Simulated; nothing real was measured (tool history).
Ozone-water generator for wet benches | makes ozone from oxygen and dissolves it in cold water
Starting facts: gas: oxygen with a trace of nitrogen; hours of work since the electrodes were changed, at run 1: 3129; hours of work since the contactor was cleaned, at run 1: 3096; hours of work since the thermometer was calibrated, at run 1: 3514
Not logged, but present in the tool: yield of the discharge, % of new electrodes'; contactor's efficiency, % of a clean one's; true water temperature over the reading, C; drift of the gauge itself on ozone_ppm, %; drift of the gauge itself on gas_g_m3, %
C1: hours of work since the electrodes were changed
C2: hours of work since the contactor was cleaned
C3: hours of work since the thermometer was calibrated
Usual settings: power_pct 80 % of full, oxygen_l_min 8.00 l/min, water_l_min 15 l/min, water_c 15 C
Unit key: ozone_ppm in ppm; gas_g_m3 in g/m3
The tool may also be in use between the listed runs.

run 1 hour=0.0 | power_pct=80 oxygen_l_min=8.00 water_l_min=15 water_c=15 | C1=3129 C2=3096 C3=3514 | ozone_ppm=17.4 gas_g_m3=143.4
run 2 hour=50.8 | power_pct=80 oxygen_l_min=8.00 water_l_min=15 water_c=15 | C1=3179 C2=3147 C3=3565 | ozone_ppm=17.4 gas_g_m3=141.9
run 3 hour=90.4 | power_pct=84 oxygen_l_min=8.00 water_l_min=15 water_c=15 | C1=3218 C2=3186 C3=3604 | ozone_ppm=18.0 gas_g_m3=146.1
run 4 hour=164.5 | power_pct=84 oxygen_l_min=8.00 water_l_min=15 water_c=15 | C1=3292 C2=3260 C3=3678 | ozone_ppm=17.7 gas_g_m3=146.6
run 5 hour=229.1 | power_pct=80 oxygen_l_min=8.00 water_l_min=15 water_c=15 | C1=3356 C2=3324 C3=3742 | ozone_ppm=17.3 gas_g_m3=142.3
run 6 hour=278.4 | power_pct=80 oxygen_l_min=8.00 water_l_min=15 water_c=15 | C1=3405 C2=3373 C3=3791 | ozone_ppm=17.1 gas_g_m3=140.6
run 7 hour=331.4 | power_pct=80 oxygen_l_min=8.00 water_l_min=15 water_c=20 | C1=3458 C2=3425 C3=3844 | ozone_ppm=15.4 gas_g_m3=141.9
run 8 hour=367.9 | power_pct=80 oxygen_l_min=8.00 water_l_min=15 water_c=11 | C1=3494 C2=3462 C3=3880 | ozone_ppm=18.4 gas_g_m3=140.5
run 9 hour=399.9 | power_pct=80 oxygen_l_min=8.00 water_l_min=15 water_c=11 | C1=3526 C2=3494 C3=3912 | ozone_ppm=18.3 gas_g_m3=141.9
run 10 hour=465.1 | power_pct=80 oxygen_l_min=8.00 water_l_min=15 water_c=11 | C1=3591 C2=3558 C3=3977 | ozone_ppm=18.3 gas_g_m3=141.2
run 11 hour=508.2 | power_pct=80 oxygen_l_min=8.00 water_l_min=15 water_c=18 | C1=3634 C2=3601 C3=4019 | ozone_ppm=15.9 gas_g_m3=141.3
run 12 hour=571.1 | power_pct=80 oxygen_l_min=8.00 water_l_min=15 water_c=18 | C1=3696 C2=3664 C3=4082 | ozone_ppm=15.9 gas_g_m3=140.8
run 13 hour=636.3 | power_pct=49 oxygen_l_min=8.00 water_l_min=15 water_c=18 | C1=3761 C2=3729 C3=4147 | ozone_ppm=12.5 gas_g_m3=108.7
run 14 hour=677.0 | power_pct=80 oxygen_l_min=8.00 water_l_min=15 water_c=15 | C1=3802 C2=3769 C3=4187 | ozone_ppm=16.8 gas_g_m3=141.0
run 15 hour=718.8 | power_pct=80 oxygen_l_min=8.00 water_l_min=15 water_c=12 | C1=3843 C2=3811 C3=4229 | ozone_ppm=17.7 gas_g_m3=140.6
run 16 hour=782.5 | power_pct=80 oxygen_l_min=8.00 water_l_min=15 water_c=18 | C1=3906 C2=3874 C3=4292 | ozone_ppm=15.7 gas_g_m3=139.4
run 17 hour=816.7 | power_pct=80 oxygen_l_min=8.00 water_l_min=15 water_c=18 | C1=3940 C2=3908 C3=4326 | ozone_ppm=15.8 gas_g_m3=137.8
run 18 hour=851.3 | power_pct=94 oxygen_l_min=8.00 water_l_min=20 water_c=15 | C1=3975 C2=3942 C3=4360 | ozone_ppm=14.4 gas_g_m3=149.6
-- hour=855.2 water thermometer calibrated
run 19 hour=895.7 | power_pct=74 oxygen_l_min=8.00 water_l_min=15 water_c=15 | C1=4018 C2=3986 C3=40 | ozone_ppm=15.9 gas_g_m3=135.3
run 20 hour=959.3 | power_pct=73 oxygen_l_min=8.00 water_l_min=21 water_c=15 | C1=4082 C2=4049 C3=103 | ozone_ppm=12.0 gas_g_m3=131.0
run 21 hour=998.3 | power_pct=80 oxygen_l_min=8.00 water_l_min=15 water_c=16 | C1=4120 C2=4088 C3=142 | ozone_ppm=16.4 gas_g_m3=138.1
run 22 hour=1058.6 | power_pct=64 oxygen_l_min=8.00 water_l_min=15 water_c=12 | C1=4180 C2=4148 C3=202 | ozone_ppm=15.4 gas_g_m3=123.2
run 23 hour=1107.1 | power_pct=76 oxygen_l_min=8.00 water_l_min=19 water_c=16 | C1=4229 C2=4196 C3=250 | ozone_ppm=12.9 gas_g_m3=132.7
run 24 hour=1178.3 | power_pct=73 oxygen_l_min=12.40 water_l_min=14 water_c=15 | C1=4299 C2=4267 C3=321 | ozone_ppm=15.0 gas_g_m3=102.4
run 25 hour=1236.2 | power_pct=78 oxygen_l_min=8.00 water_l_min=15 water_c=11 | C1=4357 C2=4324 C3=379 | ozone_ppm=17.3 gas_g_m3=134.9
-- hour=1247.2 water thermometer calibrated, once more
run 26 hour=1277.7 | power_pct=66 oxygen_l_min=7.23 water_l_min=15 water_c=19 | C1=4398 C2=4365 C3=30 | ozone_ppm=14.3 gas_g_m3=131.7
run 27 hour=1338.4 | power_pct=66 oxygen_l_min=7.23 water_l_min=15 water_c=19 | C1=4458 C2=4426 C3=91 | ozone_ppm=14.1 gas_g_m3=131.5
run 28 hour=1394.0 | power_pct=80 oxygen_l_min=4.59 water_l_min=22 water_c=15 | C1=4513 C2=4481 C3=146 | ozone_ppm=12.1 gas_g_m3=184.7
run 29 hour=1442.8 | power_pct=80 oxygen_l_min=9.56 water_l_min=15 water_c=15 | C1=4562 C2=4529 C3=194 | ozone_ppm=15.7 gas_g_m3=123.2
run 30 hour=1513.6 | power_pct=41 oxygen_l_min=8.61 water_l_min=15 water_c=22 | C1=4632 C2=4600 C3=265 | ozone_ppm=10.1 gas_g_m3=93.3
run 31 hour=1560.6 | power_pct=69 oxygen_l_min=8.00 water_l_min=15 water_c=15 | C1=4679 C2=4646 C3=312 | ozone_ppm=15.2 gas_g_m3=125.4
run 32 hour=1597.1 | power_pct=62 oxygen_l_min=6.33 water_l_min=14 water_c=12 | C1=4715 C2=4683 C3=348 | ozone_ppm=16.5 gas_g_m3=136.3

Here are 5 independent what-if runs from the current tool condition. What would each one return?
run A hour=1637.6 | power_pct=53 oxygen_l_min=6.33 water_l_min=14 water_c=12 | C1=4756 C2=4723 C3=388 | ozone_ppm=? gas_g_m3=?
run B hour=1637.6 | power_pct=80 oxygen_l_min=4.96 water_l_min=15 water_c=20 | C1=4756 C2=4723 C3=388 | ozone_ppm=? gas_g_m3=?
run C hour=1637.6 | power_pct=78 oxygen_l_min=4.29 water_l_min=15 water_c=15 | C1=4756 C2=4723 C3=388 | ozone_ppm=? gas_g_m3=?
run D hour=1637.6 | power_pct=41 oxygen_l_min=11.28 water_l_min=14 water_c=15 | C1=4756 C2=4723 C3=388 | ozone_ppm=? gas_g_m3=?
run E hour=1637.6 | power_pct=62 oxygen_l_min=7.02 water_l_min=14 water_c=14 | C1=4756 C2=4723 C3=388 | ozone_ppm=? gas_g_m3=?

run=A ozone_ppm=15.1 gas_g_m3=125.9
run=B ozone_ppm=15.7 gas_g_m3=176.3
run=C ozone_ppm=16.9 gas_g_m3=189.8
run=D ozone_ppm=11.3 gas_g_m3=80.9
run=E ozone_ppm=15.7 gas_g_m3=127.0
What these runs would have given with no unlogged condition in the tool:
run=A ozone_ppm=18.6 gas_g_m3=144.4
run=B ozone_ppm=19.9 gas_g_m3=209.4
run=C ozone_ppm=21.5 gas_g_m3=224.9
run=D ozone_ppm=13.6 gas_g_m3=90.7
run=E ozone_ppm=19.6 gas_g_m3=147.6
